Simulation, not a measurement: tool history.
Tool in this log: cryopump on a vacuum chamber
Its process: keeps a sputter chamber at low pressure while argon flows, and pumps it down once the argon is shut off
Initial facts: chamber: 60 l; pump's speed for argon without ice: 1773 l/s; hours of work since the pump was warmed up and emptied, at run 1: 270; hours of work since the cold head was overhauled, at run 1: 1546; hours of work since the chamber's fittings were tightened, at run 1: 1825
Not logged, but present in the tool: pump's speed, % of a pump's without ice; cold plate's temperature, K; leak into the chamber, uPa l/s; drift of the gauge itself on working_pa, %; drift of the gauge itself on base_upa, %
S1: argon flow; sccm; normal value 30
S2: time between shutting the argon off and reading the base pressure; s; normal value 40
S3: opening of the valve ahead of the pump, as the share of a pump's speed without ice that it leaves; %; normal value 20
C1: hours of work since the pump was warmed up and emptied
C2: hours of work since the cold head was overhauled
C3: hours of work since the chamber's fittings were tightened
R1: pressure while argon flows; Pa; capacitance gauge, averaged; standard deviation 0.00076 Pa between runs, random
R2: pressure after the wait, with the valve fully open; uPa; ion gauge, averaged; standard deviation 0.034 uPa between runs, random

{"run": 1, "day": 0.0, "S1": 30, "S2": 40, "S3": 20, "C1": 270, "C2": 1546, "C3": 1825, "R1": 0.148, "R2": 2.55}
{"run": 2, "day": 3.096, "S1": 30, "S2": 40, "S3": 20, "C1": 316, "C2": 1591, "C3": 1870, "R1": 0.1488, "R2": 2.63}
{"run": 3, "day": 6.288, "S1": 30, "S2": 40, "S3": 21, "C1": 362, "C2": 1638, "C3": 1917, "R1": 0.145, "R2": 2.72}
{"day": 8.867, "done": "pump warmed up, emptied and cooled again"}
{"run": 4, "day": 9.088, "S1": 30, "S2": 40, "S3": 21, "C1": 3, "C2": 1676, "C3": 1955, "R1": 0.1356, "R2": 2.41}
{"run": 5, "day": 12.608, "S1": 30, "S2": 40, "S3": 20, "C1": 55, "C2": 1728, "C3": 2006, "R1": 0.1449, "R2": 2.55}
{"run": 6, "day": 16.558, "S1": 30, "S2": 40, "S3": 20, "C1": 113, "C2": 1786, "C3": 2064, "R1": 0.146, "R2": 2.57}
{"run": 7, "day": 19.846, "S1": 30, "S2": 40, "S3": 20, "C1": 161, "C2": 1834, "C3": 2112, "R1": 0.1455, "R2": 2.64}
{"run": 8, "day": 22.521, "S1": 30, "S2": 40, "S3": 20, "C1": 200, "C2": 1873, "C3": 2151, "R1": 0.1468, "R2": 2.71}
{"run": 9, "day": 26.954, "S1": 27, "S2": 40, "S3": 20, "C1": 265, "C2": 1938, "C3": 2216, "R1": 0.1345, "R2": 2.73}
{"day": 27.608, "done": "leaking fittings of the chamber tightened, without venting"}
{"run": 10, "day": 30.65, "S1": 13, "S2": 34, "S3": 24, "C1": 318, "C2": 1991, "C3": 45, "R1": 0.0552, "R2": 2.17}
{"run": 11, "day": 35.038, "S1": 21, "S2": 117, "S3": 20, "C1": 382, "C2": 2055, "C3": 109, "R1": 0.1063, "R2": 0.87}
{"day": 36.55, "done": "pump warmed up, emptied and cooled again"}
{"run": 12, "day": 37.458, "S1": 21, "S2": 97, "S3": 20, "C1": 13, "C2": 2087, "C3": 141, "R1": 0.1, "R2": 0.93}
{"run": 13, "day": 41.867, "S1": 30, "S2": 103, "S3": 20, "C1": 78, "C2": 2152, "C3": 206, "R1": 0.145, "R2": 0.92}
{"run": 14, "day": 46.025, "S1": 30, "S2": 103, "S3": 20, "C1": 139, "C2": 2213, "C3": 267, "R1": 0.1482, "R2": 1}
{"run": 15, "day": 49.246, "S1": 41, "S2": 33, "S3": 20, "C1": 186, "C2": 2260, "C3": 314, "R1": 0.2031, "R2": 2.39}
{"run": 16, "day": 52.021, "S1": 30, "S2": 23, "S3": 41, "C1": 227, "C2": 2301, "C3": 355, "R1": 0.075, "R2": 3.42}
{"run": 17, "day": 54.192, "S1": 30, "S2": 23, "S3": 41, "C1": 258, "C2": 2333, "C3": 386, "R1": 0.0755, "R2": 3.39}

Hidden condition of the tool, last listed run before each entry between runs versus first listed run after:
After run 3, before run 4: pump warmed up, emptied and cooled again (day 8.867)
  pump's speed, % of a pump's without ice: 77.9 -> 99.3; cold plate's temperature, K: 12.65 -> 12.66; leak into the chamber, uPa l/s: 1351 -> 1370
  what was measured, less what the result would be without the hidden state, R1: +0.0086 -> +0.0005 Pa; R2: +0.84 -> +0.6 uPa
After run 9, before run 10: leaking fittings of the chamber tightened, without venting (day 27.608)
  pump's speed, % of a pump's without ice: 84 -> 80.7; cold plate's temperature, K: 12.76 -> 12.78; leak into the chamber, uPa l/s: 1504 -> 369
  what was measured, less what the result would be without the hidden state, R1: +0.0054 -> +0.0032 Pa; R2: +0.85 -> +0.09 uPa
After run 11, before run 12: pump warmed up, emptied and cooled again (day 36.55)
  pump's speed, % of a pump's without ice: 76.9 -> 98.4; cold plate's temperature, K: 12.8 -> 12.81; leak into the chamber, uPa l/s: 402 -> 418
  what was measured, less what the result would be without the hidden state, R1: +0.0064 -> +0.0006 Pa; R2: +0.13 -> +0.07 uPa

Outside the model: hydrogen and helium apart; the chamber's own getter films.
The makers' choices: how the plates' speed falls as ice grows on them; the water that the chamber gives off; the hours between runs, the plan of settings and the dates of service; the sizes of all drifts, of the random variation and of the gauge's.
